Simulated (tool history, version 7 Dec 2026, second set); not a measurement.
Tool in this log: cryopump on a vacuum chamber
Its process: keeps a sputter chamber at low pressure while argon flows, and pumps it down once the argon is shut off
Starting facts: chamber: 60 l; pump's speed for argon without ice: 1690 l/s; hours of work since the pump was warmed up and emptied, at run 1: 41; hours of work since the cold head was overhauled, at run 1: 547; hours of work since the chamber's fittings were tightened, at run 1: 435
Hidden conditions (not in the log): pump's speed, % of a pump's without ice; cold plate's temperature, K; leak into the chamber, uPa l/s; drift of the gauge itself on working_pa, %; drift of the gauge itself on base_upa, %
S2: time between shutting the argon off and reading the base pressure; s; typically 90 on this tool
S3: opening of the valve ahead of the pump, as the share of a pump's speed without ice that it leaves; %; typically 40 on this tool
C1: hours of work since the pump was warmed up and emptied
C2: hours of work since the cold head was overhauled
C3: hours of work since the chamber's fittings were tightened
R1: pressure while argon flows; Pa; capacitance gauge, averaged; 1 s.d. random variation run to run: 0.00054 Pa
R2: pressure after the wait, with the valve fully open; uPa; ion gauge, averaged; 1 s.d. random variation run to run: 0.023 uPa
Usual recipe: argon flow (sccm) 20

Run 1, day 0.000: usual settings; C1 41; C2 547; C3 435. Result: R1 0.0506 Pa, R2 0.94 uPa.
Run 2, day 0.462: usual settings; C1 48; C2 555; C3 443. Result: R1 0.0513 Pa, R2 0.94 uPa.
Run 3, day 0.921: usual settings; C1 56; C2 563; C3 450. Result: R1 0.0509 Pa, R2 0.95 uPa.
Run 4, day 1.717: usual settings; C1 69; C2 576; C3 463. Result: R1 0.0498 Pa, R2 1.00 uPa.
Run 5, day 2.333: usual settings but S3 45 %; C1 79; C2 586; C3 473. Result: R1 0.0448 Pa, R2 0.94 uPa.
Run 6, day 2.992: usual settings but argon flow (sccm) 14; C1 90; C2 596; C3 484. Result: R1 0.0348 Pa, R2 0.97 uPa.
Run 7, day 3.817: usual settings but argon flow (sccm) 14, S2 284 s; C1 103; C2 610; C3 497. Result: R1 0.0354 Pa, R2 0.66 uPa.
Run 8, day 4.612: usual settings but argon flow (sccm) 14, S2 284 s; C1 116; C2 623; C3 510. Result: R1 0.0343 Pa, R2 0.61 uPa.
Run 9, day 5.004: usual settings but argon flow (sccm) 14, S2 284 s; C1 123; C2 629; C3 517. Result: R1 0.0358 Pa, R2 0.66 uPa.
Run 10, day 5.517: usual settings; C1 131; C2 638; C3 525. Result: R1 0.0514 Pa, R2 0.94 uPa.
Run 11, day 5.892: usual settings but argon flow (sccm) 11; C1 137; C2 644; C3 531. Result: R1 0.0282 Pa, R2 1.04 uPa.
Run 12, day 6.438: usual settings but S2 33 s; C1 146; C2 653; C3 540. Result: R1 0.0507 Pa, R2 1.92 uPa.
Run 13, day 7.025: usual settings but S2 33 s; C1 156; C2 662; C3 550. Result: R1 0.0505 Pa, R2 1.90 uPa.
Run 14, day 7.675: usual settings but S2 34 s; C1 167; C2 673; C3 561. Result: R1 0.0515 Pa, R2 1.93 uPa.
Run 15, day 8.296: usual settings but S2 34 s; C1 177; C2 683; C3 571. Result: R1 0.0521 Pa, R2 2.00 uPa.
Run 16, day 9.150: usual settings; C1 191; C2 697; C3 585. Result: R1 0.0519 Pa, R2 1.05 uPa.
Run 17, day 9.717: usual settings but S2 27 s; C1 200; C2 707; C3 594. Result: R1 0.0524 Pa, R2 2.24 uPa.
Run 18, day 10.383: usual settings but S2 27 s; C1 211; C2 717; C3 605. Result: R1 0.0514 Pa, R2 2.27 uPa.
Run 19, day 10.904: usual settings but argon flow (sccm) 29, S2 129 s, S3 18 %; C1 219; C2 726; C3 614. Result: R1 0.1626 Pa, R2 0.94 uPa.
Run 20, day 11.654: usual settings but argon flow (sccm) 29, S2 129 s, S3 18 %; C1 232; C2 738; C3 626. Result: R1 0.1638 Pa, R2 0.92 uPa.
Run 21, day 12.371: usual settings but argon flow (sccm) 14, S2 40 s, S3 27 %; C1 243; C2 750; C3 638. Result: R1 0.0536 Pa, R2 1.82 uPa.
Run 22, day 12.958: usual settings but argon flow (sccm) 11, S2 24 s, S3 55 %; C1 253; C2 760; C3 647. Result: R1 0.0215 Pa, R2 2.53 uPa.
Run 23, day 13.638: usual settings but argon flow (sccm) 18, S2 44 s, S3 53 %; C1 264; C2 771; C3 658. Result: R1 0.0361 Pa, R2 1.64 uPa.
Run 24, day 14.304: usual settings but argon flow (sccm) 12; C1 275; C2 782; C3 669. Result: R1 0.0307 Pa, R2 1.08 uPa.
Run 25, day 15.138: usual settings but argon flow (sccm) 12; C1 289; C2 795; C3 683. Result: R1 0.0309 Pa, R2 1.14 uPa.
Run 26, day 15.679: usual settings but argon flow (sccm) 26, S2 94 s, S3 29 %; C1 298; C2 804; C3 692. Result: R1 0.0923 Pa, R2 1.09 uPa.
Run 27, day 16.062: usual settings but S2 134 s; C1 304; C2 810; C3 698. Result: R1 0.0518 Pa, R2 0.98 uPa.
Run 28, day 16.808: usual settings but argon flow (sccm) 14, S2 29 s, S3 44 %; C1 316; C2 823; C3 710. Result: R1 0.0346 Pa, R2 2.24 uPa.
Run 29, day 17.492: usual settings but argon flow (sccm) 14, S2 27 s; C1 327; C2 834; C3 721. Result: R1 0.0368 Pa, R2 2.34 uPa.
Run 30, day 18.225: usual settings but S3 58 %; C1 339; C2 846; C3 733. Result: R1 0.0379 Pa, R2 1.22 uPa.
Run 31, day 18.867: usual settings but argon flow (sccm) 28, S2 189 s, S3 21 %; C1 350; C2 856; C3 744. Result: R1 0.1373 Pa, R2 0.91 uPa.
Run 32, day 19.717: usual settings but argon flow (sccm) 10; C1 364; C2 870; C3 758. Result: R1 0.0267 Pa, R2 1.13 uPa.
Run 33, day 20.338: usual settings but argon flow (sccm) 10; C1 374; C2 880; C3 768. Result: R1 0.0265 Pa, R2 1.12 uPa.
Run 34, day 21.108: usual settings but argon flow (sccm) 10; C1 386; C2 893; C3 781. Result: R1 0.0276 Pa, R2 1.21 uPa.
Run 35, day 21.954: usual settings but argon flow (sccm) 13, S2 124 s, S3 19 %; C1 400; C2 907; C3 794. Result: R1 0.0706 Pa, R2 1.09 uPa.

4 ways to go on from here, each from the tool as it stands after run 35. What would each give?
Run A, day 22.488: usual settings but argon flow (sccm) 29, S2 190 s, S3 22 %; C1 409; C2 916; C3 803. Result: R1 ?, R2 ?.
Run B, day 22.488: usual settings but argon flow (sccm) 35; C1 409; C2 916; C3 803. Result: R1 ?, R2 ?.
Run C, day 22.488: usual settings but argon flow (sccm) 11, S2 124 s, S3 19 %; C1 409; C2 916; C3 803. Result: R1 ?, R2 ?.
Run D, day 22.488: usual settings but argon flow (sccm) 11, S3 16 %; C1 409; C2 916; C3 803. Result: R1 ?, R2 ?.

run      R1    R2
  A  0.1367  0.93
  B  0.0932  1.17
  C  0.0604  1.07
  D  0.0703  1.21
With the hidden condition removed and each run's random variation left untouched, the same runs would have given:
run      R1    R2
  A  0.1314  0.42
  B  0.0868  0.67
  C  0.0584  0.56
  D  0.0683  0.70

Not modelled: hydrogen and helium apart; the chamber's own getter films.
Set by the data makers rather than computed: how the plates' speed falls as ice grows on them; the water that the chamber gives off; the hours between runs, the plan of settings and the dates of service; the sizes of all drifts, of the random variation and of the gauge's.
